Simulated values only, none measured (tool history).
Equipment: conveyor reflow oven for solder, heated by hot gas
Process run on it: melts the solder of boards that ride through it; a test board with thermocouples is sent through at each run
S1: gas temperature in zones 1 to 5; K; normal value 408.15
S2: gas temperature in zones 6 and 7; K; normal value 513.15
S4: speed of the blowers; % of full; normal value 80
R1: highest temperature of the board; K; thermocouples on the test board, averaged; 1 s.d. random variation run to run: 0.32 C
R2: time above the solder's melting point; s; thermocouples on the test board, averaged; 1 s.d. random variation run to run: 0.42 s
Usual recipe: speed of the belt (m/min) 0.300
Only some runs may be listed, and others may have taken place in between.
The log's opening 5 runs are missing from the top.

run 6 hour=244.0 | S1=408.15 S2=513.15 speed_of_the_belt_(m/min)=0.300 S4=80 | R1=496.25 R2=95.4
-- hour=262.6 thermocouples of zones 6 and 7 changed
run 7 hour=280.7 | S1=408.15 S2=513.15 speed_of_the_belt_(m/min)=0.300 S4=80 | R1=496.15 R2=95.0
run 8 hour=323.2 | S1=408.15 S2=513.15 speed_of_the_belt_(m/min)=0.300 S4=80 | R1=496.65 R2=95.6
run 9 hour=363.0 | S1=408.15 S2=513.15 speed_of_the_belt_(m/min)=0.300 S4=50 | R1=489.35 R2=85.6
run 10 hour=446.9 | S1=408.15 S2=513.15 speed_of_the_belt_(m/min)=0.300 S4=50 | R1=489.75 R2=85.8
run 11 hour=512.8 | S1=408.15 S2=513.15 speed_of_the_belt_(m/min)=0.300 S4=50 | R1=488.95 R2=85.7
run 12 hour=548.8 | S1=408.15 S2=513.15 speed_of_the_belt_(m/min)=0.300 S4=50 | R1=489.25 R2=85.8
run 13 hour=602.7 | S1=408.15 S2=513.15 speed_of_the_belt_(m/min)=0.300 S4=50 | R1=489.55 R2=85.5
-- hour=645.3 belt drive overhauled, speed set with a stopwatch
run 14 hour=667.1 | S1=408.15 S2=513.15 speed_of_the_belt_(m/min)=0.300 S4=50 | R1=489.65 R2=85.4
run 15 hour=709.2 | S1=408.15 S2=513.15 speed_of_the_belt_(m/min)=0.300 S4=50 | R1=489.65 R2=84.3
run 16 hour=757.1 | S1=408.15 S2=513.15 speed_of_the_belt_(m/min)=0.300 S4=69 | R1=494.55 R2=92.6
run 17 hour=827.1 | S1=408.15 S2=521.15 speed_of_the_belt_(m/min)=0.300 S4=66 | R1=500.75 R2=97.8
run 18 hour=893.3 | S1=408.15 S2=527.15 speed_of_the_belt_(m/min)=0.281 S4=80 | R1=511.35 R2=115.2
run 19 hour=949.3 | S1=408.15 S2=527.15 speed_of_the_belt_(m/min)=0.281 S4=80 | R1=511.05 R2=115.8
-- hour=977.9 flux residue cleaned out of gas plates and filters
run 20 hour=1000.0 | S1=419.15 S2=515.15 speed_of_the_belt_(m/min)=0.304 S4=76 | R1=498.65 R2=102.2
run 21 hour=1055.5 | S1=419.15 S2=515.15 speed_of_the_belt_(m/min)=0.304 S4=76 | R1=499.15 R2=102.2
run 22 hour=1130.3 | S1=419.15 S2=515.15 speed_of_the_belt_(m/min)=0.304 S4=76 | R1=498.25 R2=101.8
run 23 hour=1178.1 | S1=408.15 S2=508.15 speed_of_the_belt_(m/min)=0.266 S4=80 | R1=495.35 R2=108.4

Run 24 has not been measured yet. What should we expect?
run 24 hour=1212.7 | S1=408.15 S2=508.15 speed_of_the_belt_(m/min)=0.266 S4=80 | R1=? R2=?

R1: 495.65 K
R2: 108.3 s
Were there no unlogged condition in the tool, this run, its random variation unchanged, would have produced R1 495.65 K, R2 108.4 s.
